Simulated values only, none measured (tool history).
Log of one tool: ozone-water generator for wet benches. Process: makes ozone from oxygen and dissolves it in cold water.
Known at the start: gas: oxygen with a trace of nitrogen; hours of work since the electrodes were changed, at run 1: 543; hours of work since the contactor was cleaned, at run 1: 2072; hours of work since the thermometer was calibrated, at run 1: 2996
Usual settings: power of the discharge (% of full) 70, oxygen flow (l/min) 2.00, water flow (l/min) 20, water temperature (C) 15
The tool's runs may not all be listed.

run    hour  power of the discharge (% of full)  oxygen flow (l/min)  water flow (l/min)  water temperature (C)  hours of work since the electrodes were changed  hours of work since the contactor was cleaned  hours of work since the thermometer was calibrated  dissolved ozone (ppm)  ozone in the gas ahead of the water (g/m3)
  1     0.0                                  70                 2.00                  20                     15                                              543                                           2072                                                2996                   12.7                                       239.0
  2    39.7                                  70                 2.00                  20                     15                                              573                                           2102                                                3025                   12.6                                       240.3
  3    61.6                                  70                 2.01                  20                     15                                              590                                           2118                                                3042                   12.5                                       240.0
  4   109.3                                  75                 2.00                  20                     15                                              626                                           2154                                                3078                   13.3                                       254.2
  5   147.5                                  75                 2.00                  20                     15                                              655                                           2183                                                3107                   13.5                                       256.3
  6   174.9                                  70                 2.00                  20                     15                                              675                                           2204                                                3127                   12.7                                       241.9
  7   227.8                                  70                 2.00                  20                     15                                              715                                           2243                                                3167                   12.6                                       244.2
  8   261.8                                  70                 2.00                  26                     15                                              741                                           2269                                                3193                    9.1                                       244.4
  9   311.5                                  70                 2.00                  26                     15                                              778                                           2306                                                3230                    9.2                                       242.7
 10   356.0                                  70                 2.00                  26                     15                                              811                                           2340                                                3264                    9.1                                       243.8
 11   403.8                                  70                 3.28                  26                     15                                              847                                           2376                                                3300                   11.0                                       202.0
      449.7  -- gauge calibrated
 12   455.0                                  70                 2.00                  18                     15                                              886                                           2414                                                3338                   14.2                                       238.2
 13   498.8                                  70                 2.00                  15                     15                                              919                                           2447                                                3371                   17.2                                       241.1
 14   540.5                                  70                 1.56                  20                     15                                              950                                           2479                                                3403                   11.4                                       267.6
 15   585.2                                  70                 2.00                  16                     15                                              984                                           2512                                                3436                   16.1                                       241.7
 16   618.0                                  70                 2.08                  14                     15                                             1009                                           2537                                                3461                   19.0                                       240.3
 17   654.4                                  67                 2.27                  23                     19                                             1036                                           2565                                                3488                   10.3                                       220.7
 18   680.5                                  67                 2.27                  23                     19                                             1056                                           2584                                                3508                   10.3                                       221.3
 19   727.6                                  48                 1.25                  16                     11                                             1091                                           2620                                                3543                    9.8                                       209.3
 20   780.0                                  51                 2.00                  20                     15                                             1131                                           2659                                                3583                    9.6                                       182.4
 21   817.2                                  51                 2.00                  20                     15                                             1159                                           2687                                                3611                    9.3                                       180.8
 22   870.7                                  70                 2.00                  16                     16                                             1199                                           2727                                                3651                   16.1                                       244.9
 23   920.1                                  55                 2.00                  24                     16                                             1236                                           2765                                                3688                    7.9                                       198.2
 24   945.6                                  83                 2.51                  23                      9                                             1255                                           2784                                                3708                   14.0                                       262.2
 25   972.5                                  83                 2.51                  23                      9                                             1276                                           2804                                                3728                   13.8                                       263.0
 26  1022.1                                  43                 2.51                  23                      9                                             1313                                           2841                                                3765                    7.6                                       144.8
 27  1044.8                                  61                 2.01                  22                     15                                             1330                                           2858                                                3782                    9.9                                       217.7
 28  1075.8                                  61                 2.01                  22                     15                                             1353                                           2882                                                3806                   10.1                                       219.2

Run 29 comes next. What will it give?
 29  1118.5                                  61                 2.01                  22                     15                                             1386                                           2914                                                3838                      ?                                           ?

dissolved ozone (ppm): 9.8
ozone in the gas ahead of the water (g/m3): 218.9
Without the tool's hidden state the same run would have given dissolved ozone (ppm) 9.8, ozone in the gas ahead of the water (g/m3) 210.0.
